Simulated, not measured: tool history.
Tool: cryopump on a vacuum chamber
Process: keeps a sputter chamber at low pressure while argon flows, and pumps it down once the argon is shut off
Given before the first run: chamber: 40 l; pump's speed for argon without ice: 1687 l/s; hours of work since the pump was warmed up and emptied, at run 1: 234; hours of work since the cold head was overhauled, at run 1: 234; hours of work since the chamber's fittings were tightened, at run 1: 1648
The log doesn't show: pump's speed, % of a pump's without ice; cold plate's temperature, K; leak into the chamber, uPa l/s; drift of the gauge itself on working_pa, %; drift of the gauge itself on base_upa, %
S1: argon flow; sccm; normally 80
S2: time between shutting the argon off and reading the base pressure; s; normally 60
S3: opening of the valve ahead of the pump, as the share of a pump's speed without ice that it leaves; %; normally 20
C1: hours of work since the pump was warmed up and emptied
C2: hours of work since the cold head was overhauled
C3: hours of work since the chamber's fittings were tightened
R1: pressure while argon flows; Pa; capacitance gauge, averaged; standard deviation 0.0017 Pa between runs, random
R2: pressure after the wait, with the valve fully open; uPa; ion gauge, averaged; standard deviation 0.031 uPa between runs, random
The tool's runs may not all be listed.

run	hour	S1	S2	S3	C1	C2	C3	R1	R2
1	0	80	60	20	234	234	1648	0.4104	2.98
2	21.4	80	60	20	249	249	1664	0.4144	2.97
3	59.1	80	50	20	277	277	1691	0.4096	3.18
4	104.9	80	50	20	310	310	1724	0.4132	3.35
5	125.8	34	60	20	325	325	1739	0.1765	3.23
6	149.1	34	60	20	342	342	1756	0.1762	3.13
7	193.4	80	60	18	374	374	1789	0.4651	3.12
8	226.2	80	46	18	398	398	1812	0.4651	3.72
9	247.7	80	46	18	414	414	1828	0.4655	3.65
10	275.1	80	60	20	434	434	1848	0.4167	3.35
11	296.6	80	60	39	449	449	1864	0.2245	3.38
12	325.3	80	60	39	470	470	1884	0.2273	3.47
13	372.4	80	60	16	504	504	1919	0.5254	3.37
14	406.7	80	60	16	529	529	1944	0.5238	3.44
15	454.7	132	186	19	564	564	1978	0.7437	2.59
16	497	63	283	20	595	595	2009	0.3376	2.51
17	520.4	86	23	29	612	612	2026	0.3294	6.09
18	543.6	80	60	47	629	629	2043	0.2003	3.8
19	571.5	139	90	20	649	649	2063	0.7456	3.3
# hour 582.8: pump warmed up, emptied and cooled again
20	609.6	139	90	20	19	673	2087	0.6977	2.69
21	643.5	156	88	20	44	698	2112	0.7894	2.78
22	693	142	134	59	80	734	2148	0.2496	2.46
23	725.4	37	125	30	104	757	2172	0.1259	2.57
24	758.2	37	125	30	127	781	2195	0.1257	2.67
25	800.7	125	60	33	158	812	2226	0.392	3.42
26	821.5	33	106	19	173	827	2241	0.1785	2.78
27	868.9	80	79	20	208	861	2276	0.411	3.17

Branching from run 27: 3 alternative next runs. What would each branch give?
A	916.5	34	32	20	243	896	2311	?	?
B	916.5	103	250	42	243	896	2311	?	?
C	916.5	151	79	29	243	896	2311	?	?

run	R1	R2
A	0.1739	4.76
B	0.26	2.52
C	0.5439	3.23
What these runs would have given with no unlogged condition in the tool:
run	R1	R2
A	0.1693	2.76
B	0.2459	0.49
C	0.5232	1.22
